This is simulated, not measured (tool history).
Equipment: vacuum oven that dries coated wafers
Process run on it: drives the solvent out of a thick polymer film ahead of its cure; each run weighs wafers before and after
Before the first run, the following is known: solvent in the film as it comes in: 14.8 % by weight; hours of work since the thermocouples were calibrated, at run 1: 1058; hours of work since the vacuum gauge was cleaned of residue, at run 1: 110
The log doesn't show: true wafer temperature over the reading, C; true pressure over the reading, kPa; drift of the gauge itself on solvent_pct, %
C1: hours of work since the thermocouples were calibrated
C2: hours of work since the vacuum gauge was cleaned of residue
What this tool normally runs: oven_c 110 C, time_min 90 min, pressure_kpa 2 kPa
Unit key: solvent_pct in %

Run 1, hour 0: usual settings; C1 1058; C2 110. Result: solvent_pct 3.05 %.
Run 2, hour 21.1: usual settings; C1 1071; C2 123. Result: solvent_pct 3.19 %.
Run 3, hour 33.8: usual settings; C1 1079; C2 130. Result: solvent_pct 3 %.
Run 4, hour 49.7: usual settings; C1 1089; C2 140. Result: solvent_pct 3.07 %.
Run 5, hour 66.8: usual settings; C1 1099; C2 150. Result: solvent_pct 3.08 %.
Run 6, hour 83.1: usual settings; C1 1109; C2 160. Result: solvent_pct 3.08 %.
Run 7, hour 104.8: usual settings; C1 1122; C2 173. Result: solvent_pct 3.02 %.
Run 8, hour 114.9: usual settings; C1 1128; C2 180. Result: solvent_pct 3.08 %.
Run 9, hour 133: usual settings; C1 1139; C2 191. Result: solvent_pct 3.07 %.
Run 10, hour 142.2: usual settings; C1 1145; C2 196. Result: solvent_pct 2.97 %.
Run 11, hour 160.6: usual settings; C1 1156; C2 207. Result: solvent_pct 3.11 %.
Run 12, hour 177.8: usual settings but oven_c 107 C; C1 1166; C2 218. Result: solvent_pct 3.55 %.
Run 13, hour 194.3: usual settings but oven_c 107 C; C1 1176; C2 228. Result: solvent_pct 3.68 %.
Run 14, hour 204.5: usual settings but oven_c 107 C; C1 1183; C2 234. Result: solvent_pct 3.62 %.
Run 15, hour 224.7: usual settings but oven_c 107 C; C1 1195; C2 246. Result: solvent_pct 3.64 %.
Run 16, hour 241.3: usual settings but oven_c 107 C; C1 1205; C2 256. Result: solvent_pct 3.6 %.
Run 17, hour 251.4: usual settings; C1 1211; C2 262. Result: solvent_pct 3.15 %.
At hour 267: oven's thermocouples calibrated.
Run 18, hour 268.2: usual settings but pressure_kpa 1.38 kPa; C1 1; C2 271. Result: solvent_pct 2.49 %.
Run 19, hour 290.3: usual settings but pressure_kpa 1.38 kPa; C1 14; C2 285. Result: solvent_pct 2.43 %.
Run 20, hour 310: usual settings but pressure_kpa 1.38 kPa; C1 26; C2 297. Result: solvent_pct 2.43 %.
Run 21, hour 328.5: usual settings but pressure_kpa 1.38 kPa; C1 37; C2 308. Result: solvent_pct 2.42 %.
Run 22, hour 342.5: usual settings; C1 46; C2 317. Result: solvent_pct 2.97 %.
Run 23, hour 357.2: usual settings but time_min 136 min; C1 55; C2 325. Result: solvent_pct 2.4 %.
Run 24, hour 368.6: usual settings but oven_c 122 C, time_min 136 min; C1 62; C2 332. Result: solvent_pct 1.52 %.
Run 25, hour 380.6: usual settings but oven_c 123 C, time_min 71 min, pressure_kpa 2.61 kPa; C1 69; C2 340. Result: solvent_pct 2.19 %.
Run 26, hour 401.3: usual settings but oven_c 122 C, time_min 62 min, pressure_kpa 5.95 kPa; C1 82; C2 352. Result: solvent_pct 4.99 %.
Run 27, hour 412.3: usual settings but oven_c 122 C, time_min 62 min, pressure_kpa 5.95 kPa; C1 88; C2 359. Result: solvent_pct 4.82 %.
Run 28, hour 433.9: usual settings but oven_c 122 C, time_min 47 min, pressure_kpa 2.09 kPa; C1 101; C2 372. Result: solvent_pct 2.64 %.
Run 29, hour 451.3: usual settings but oven_c 117 C, time_min 48 min, pressure_kpa 8 kPa; C1 112; C2 383. Result: solvent_pct 8.37 %.
Run 30, hour 465.6: usual settings but oven_c 113 C, time_min 133 min, pressure_kpa 1.29 kPa; C1 121; C2 391. Result: solvent_pct 1.44 %.
Run 31, hour 480.2: usual settings but oven_c 113 C, time_min 133 min, pressure_kpa 1.29 kPa; C1 129; C2 400. Result: solvent_pct 1.53 %.
Run 32, hour 501.2: usual settings but oven_c 109 C, time_min 162 min, pressure_kpa 1.34 kPa; C1 142; C2 413. Result: solvent_pct 1.74 %.
Run 33, hour 523: usual settings but oven_c 109 C, time_min 54 min, pressure_kpa 6.4 kPa; C1 155; C2 426. Result: solvent_pct 9.02 %.
Run 34, hour 536.3: usual settings but oven_c 109 C, time_min 54 min, pressure_kpa 6.4 kPa; C1 163; C2 434. Result: solvent_pct 9.2 %.
Run 35, hour 551.7: usual settings but oven_c 109 C, time_min 54 min, pressure_kpa 6.4 kPa; C1 173; C2 443. Result: solvent_pct 9.1 %.
Run 36, hour 564.3: usual settings but oven_c 109 C, time_min 54 min, pressure_kpa 6.4 kPa; C1 180; C2 451. Result: solvent_pct 8.93 %.
Run 37, hour 574.8: usual settings but oven_c 109 C, time_min 84 min, pressure_kpa 6.4 kPa; C1 187; C2 457. Result: solvent_pct 8.21 %.
Run 38, hour 584.6: usual settings but oven_c 114 C, time_min 101 min, pressure_kpa 2.37 kPa; C1 193; C2 463. Result: solvent_pct 2.59 %.
Run 39, hour 594.4: usual settings but oven_c 114 C, time_min 101 min, pressure_kpa 2.37 kPa; C1 199; C2 469. Result: solvent_pct 2.76 %.
Run 40, hour 610.5: usual settings but oven_c 114 C, time_min 101 min, pressure_kpa 2.37 kPa; C1 208; C2 479. Result: solvent_pct 2.72 %.
Run 41, hour 631.2: usual settings but oven_c 125 C, time_min 92 min, pressure_kpa 2.16 kPa; C1 221; C2 492. Result: solvent_pct 1.53 %.
Run 42, hour 651.7: usual settings but oven_c 125 C, time_min 92 min, pressure_kpa 2.16 kPa; C1 233; C2 504. Result: solvent_pct 1.7 %.
Run 43, hour 671.2: usual settings but oven_c 117 C, time_min 103 min, pressure_kpa 1.24 kPa; C1 245; C2 516. Result: solvent_pct 1.31 %.
Run 44, hour 688.7: usual settings but oven_c 108 C, time_min 103 min, pressure_kpa 3.31 kPa; C1 256; C2 527. Result: solvent_pct 4.81 %.
Run 45, hour 699.4: usual settings but oven_c 108 C, time_min 103 min, pressure_kpa 3.31 kPa; C1 262; C2 533. Result: solvent_pct 4.73 %.
Run 46, hour 713.1: usual settings but oven_c 102 C, time_min 57 min, pressure_kpa 1.07 kPa; C1 271; C2 541. Result: solvent_pct 5.38 %.

What differs in the tool's unlogged condition from the final listed run ahead of each entry between runs to the first listed run following it?
In the gap between runs 17 and 18: oven's thermocouples calibrated (hour 267)
  true wafer temperature over the reading, C: 0.08 -> 0.01

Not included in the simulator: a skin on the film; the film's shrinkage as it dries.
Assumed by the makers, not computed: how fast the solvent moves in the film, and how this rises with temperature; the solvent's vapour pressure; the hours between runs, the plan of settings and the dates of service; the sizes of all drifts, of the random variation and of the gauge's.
